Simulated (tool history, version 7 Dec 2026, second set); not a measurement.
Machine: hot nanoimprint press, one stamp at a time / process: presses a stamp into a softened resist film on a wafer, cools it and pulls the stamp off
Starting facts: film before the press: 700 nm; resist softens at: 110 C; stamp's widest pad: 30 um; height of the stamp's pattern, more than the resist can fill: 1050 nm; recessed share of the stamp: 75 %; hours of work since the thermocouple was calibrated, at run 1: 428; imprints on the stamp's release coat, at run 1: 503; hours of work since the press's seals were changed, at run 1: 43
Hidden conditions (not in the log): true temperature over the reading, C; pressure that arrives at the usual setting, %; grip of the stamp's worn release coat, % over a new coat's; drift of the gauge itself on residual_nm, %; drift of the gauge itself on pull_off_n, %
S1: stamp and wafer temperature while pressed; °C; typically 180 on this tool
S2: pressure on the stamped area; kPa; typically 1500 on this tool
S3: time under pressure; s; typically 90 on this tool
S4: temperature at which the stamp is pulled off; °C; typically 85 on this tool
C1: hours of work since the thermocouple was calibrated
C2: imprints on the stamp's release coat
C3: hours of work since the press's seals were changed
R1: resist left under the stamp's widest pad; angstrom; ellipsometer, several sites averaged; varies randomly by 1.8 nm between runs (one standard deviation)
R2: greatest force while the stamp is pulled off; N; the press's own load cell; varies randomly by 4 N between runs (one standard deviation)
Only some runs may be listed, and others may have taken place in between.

Run 1, hour 0.0: usual settings; C1 428; C2 503; C3 43. Result: R1 3111 angstrom, R2 211 N.
Run 2, hour 52.4: usual settings; C1 456; C2 603; C3 71. Result: R1 3121 angstrom, R2 216 N.
Run 3, hour 120.4: usual settings but S3 179 s; C1 493; C2 733; C3 109. Result: R1 2393 angstrom, R2 215 N.
Run 4, hour 168.6: usual settings but S3 179 s; C1 520; C2 826; C3 135. Result: R1 2381 angstrom, R2 215 N.
Run 5, hour 221.8: usual settings but S3 179 s; C1 549; C2 927; C3 164. Result: R1 2437 angstrom, R2 220 N.
At hour 249.4: plate thermocouple calibrated.
Run 6, hour 270.4: usual settings but S3 179 s; C1 12; C2 1015; C3 189. Result: R1 2208 angstrom, R2 218 N.
Run 7, hour 343.9: usual settings but S2 1360 kPa; C1 52; C2 1155; C3 229. Result: R1 3130 angstrom, R2 217 N.
Run 8, hour 405.5: usual settings but S2 1360 kPa; C1 85; C2 1273; C3 263. Result: R1 3127 angstrom, R2 230 N.
Run 9, hour 452.8: usual settings but S4 86 °C; C1 111; C2 1364; C3 289. Result: R1 3027 angstrom, R2 225 N.
Run 10, hour 488.1: usual settings; C1 131; C2 1432; C3 308. Result: R1 3056 angstrom, R2 231 N.
Run 11, hour 519.6: usual settings but S4 86 °C; C1 148; C2 1492; C3 326. Result: R1 3060 angstrom, R2 228 N.
Run 12, hour 567.5: usual settings but S4 86 °C; C1 174; C2 1584; C3 352. Result: R1 3077 angstrom, R2 236 N.
Run 13, hour 607.9: usual settings but S2 1760 kPa, S3 80 s, S4 86 °C; C1 196; C2 1661; C3 374. Result: R1 3034 angstrom, R2 230 N.
At hour 660.8: stamp cleaned and given a new release coat.
Run 14, hour 660.8: usual settings but S2 1760 kPa, S3 80 s, S4 86 °C; C1 222; C2 0; C3 400. Result: R1 3116 angstrom, R2 196 N.
Run 15, hour 705.9: usual settings but S1 181 °C, S2 2020 kPa, S3 159 s, S4 89 °C; C1 247; C2 86; C3 424. Result: R1 2047 angstrom, R2 188 N.
Run 16, hour 756.6: usual settings but S1 181 °C, S2 2020 kPa, S3 159 s, S4 89 °C; C1 274; C2 183; C3 452. Result: R1 2041 angstrom, R2 192 N.
Run 17, hour 814.5: usual settings but S1 181 °C, S2 2020 kPa, S3 159 s, S4 89 °C; C1 306; C2 294; C3 484. Result: R1 2076 angstrom, R2 187 N.
Run 18, hour 866.3: usual settings but S1 181 °C, S2 2020 kPa, S3 45 s, S4 81 °C; C1 335; C2 393; C3 512. Result: R1 3538 angstrom, R2 214 N.
Run 19, hour 917.4: usual settings but S1 174 °C, S2 2020 kPa, S3 45 s, S4 93 °C; C1 362; C2 491; C3 540. Result: R1 4718 angstrom, R2 185 N.
Run 20, hour 972.5: usual settings but S1 174 °C, S2 2020 kPa, S3 45 s, S4 93 °C; C1 393; C2 596; C3 570. Result: R1 4765 angstrom, R2 192 N.
Run 21, hour 1023.1: usual settings but S1 174 °C, S2 2020 kPa, S3 45 s, S4 93 °C; C1 420; C2 693; C3 598. Result: R1 4796 angstrom, R2 190 N.
Run 22, hour 1064.0: usual settings but S1 190 °C, S4 73 °C; C1 443; C2 772; C3 620. Result: R1 1973 angstrom, R2 253 N.
Run 23, hour 1114.3: usual settings but S4 86 °C; C1 470; C2 868; C3 648. Result: R1 3190 angstrom, R2 225 N.

Below are 4 alternative next runs, each starting from the tool's condition after run 23. Predict each:
Run A, hour 1154.7: usual settings but S1 191 °C, S2 2220 kPa, S3 142 s; C1 492; C2 945; C3 670. Result: R1 ?, R2 ?.
Run B, hour 1154.7: usual settings but S3 142 s, S4 72 °C; C1 492; C2 945; C3 670. Result: R1 ?, R2 ?.
Run C, hour 1154.7: usual settings but S1 183 °C, S3 174 s, S4 93 °C; C1 492; C2 945; C3 670. Result: R1 ?, R2 ?.
Run D, hour 1154.7: usual settings but S1 192 °C, S2 1050 kPa, S3 94 s; C1 492; C2 945; C3 670. Result: R1 ?, R2 ?.

run    R1   R2
  A  1288  223
  B  2696  250
  C  2099  204
  D  2054  224
Without the tool's hidden state the same runs would have given:
run    R1   R2
  A  1131  193
  B  2401  217
  C  1862  176
  D  1856  194

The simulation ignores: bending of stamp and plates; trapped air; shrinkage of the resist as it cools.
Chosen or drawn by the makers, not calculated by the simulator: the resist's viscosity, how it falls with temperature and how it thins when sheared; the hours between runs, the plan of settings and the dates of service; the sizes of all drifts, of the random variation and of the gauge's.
